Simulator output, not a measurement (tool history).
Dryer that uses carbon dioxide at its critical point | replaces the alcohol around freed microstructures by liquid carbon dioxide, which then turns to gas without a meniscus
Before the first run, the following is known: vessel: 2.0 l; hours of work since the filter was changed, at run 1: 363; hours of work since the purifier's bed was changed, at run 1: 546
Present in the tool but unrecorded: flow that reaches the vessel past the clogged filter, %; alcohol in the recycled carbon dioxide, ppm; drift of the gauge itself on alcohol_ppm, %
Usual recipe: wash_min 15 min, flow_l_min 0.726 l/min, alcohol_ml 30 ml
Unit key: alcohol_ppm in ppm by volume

run,hour,wash_min,flow_l_min,alcohol_ml,hours of work since the filter was changed,hours of work since the purifier's bed was changed,alcohol_ppm
1,0.0,15,0.726,30,363,546,238
2,23.3,15,0.726,30,377,561,232
3,50.1,9,0.726,30,393,577,1123
4,75.6,15,0.874,30,409,593,159
5,88.8,15,0.874,30,417,601,141
6,102.2,15,0.874,30,425,609,154
7,117.5,15,0.726,30,435,619,271
8,131.9,15,0.726,30,444,628,268
9,148.4,15,0.726,30,454,638,290
# hour 157.3: inlet filter changed
10,160.9,15,0.726,30,2,645,182
11,187.6,15,0.726,30,19,661,176
12,202.1,15,0.726,71,28,670,292
13,226.8,15,0.726,30,43,685,183
14,248.2,15,0.726,30,56,698,192
15,275.0,15,0.726,30,72,715,181
16,293.2,15,0.726,30,84,726,192
17,307.1,15,0.726,30,92,735,199
18,329.7,15,1.116,30,106,748,109
19,354.1,23,0.726,30,121,763,119
20,378.3,23,0.726,30,136,778,127
21,390.2,15,0.491,30,143,786,679
22,413.6,15,0.726,48,158,800,285
23,426.3,15,0.726,26,165,808,212
24,439.3,15,0.795,23,173,816,170
25,454.8,18,0.465,23,183,825,400
26,476.7,14,0.928,20,196,839,145
27,488.6,19,0.463,27,204,846,404
28,513.3,13,0.505,120,219,861,3435
29,530.9,13,1.058,21,230,872,142
30,546.2,10,0.926,118,239,882,1073
31,564.0,10,0.926,118,250,892,1125
32,583.2,17,0.516,57,262,904,781
33,608.0,14,1.049,46,277,920,156
34,628.8,10,0.598,102,290,932,4090
35,646.4,10,0.598,102,301,943,4264
36,660.2,16,0.495,102,309,952,2004
37,678.7,13,0.491,112,320,963,4029

Run 38 is up next; what results do you expect?
38,690.4,13,0.491,112,328,970,?

Run 38 yielded alcohol_ppm 3966 ppm by volume.
Take away the tool's hidden state, keep the run-to-run variation as it was, and the same run would have given alcohol_ppm 2620 ppm by volume.

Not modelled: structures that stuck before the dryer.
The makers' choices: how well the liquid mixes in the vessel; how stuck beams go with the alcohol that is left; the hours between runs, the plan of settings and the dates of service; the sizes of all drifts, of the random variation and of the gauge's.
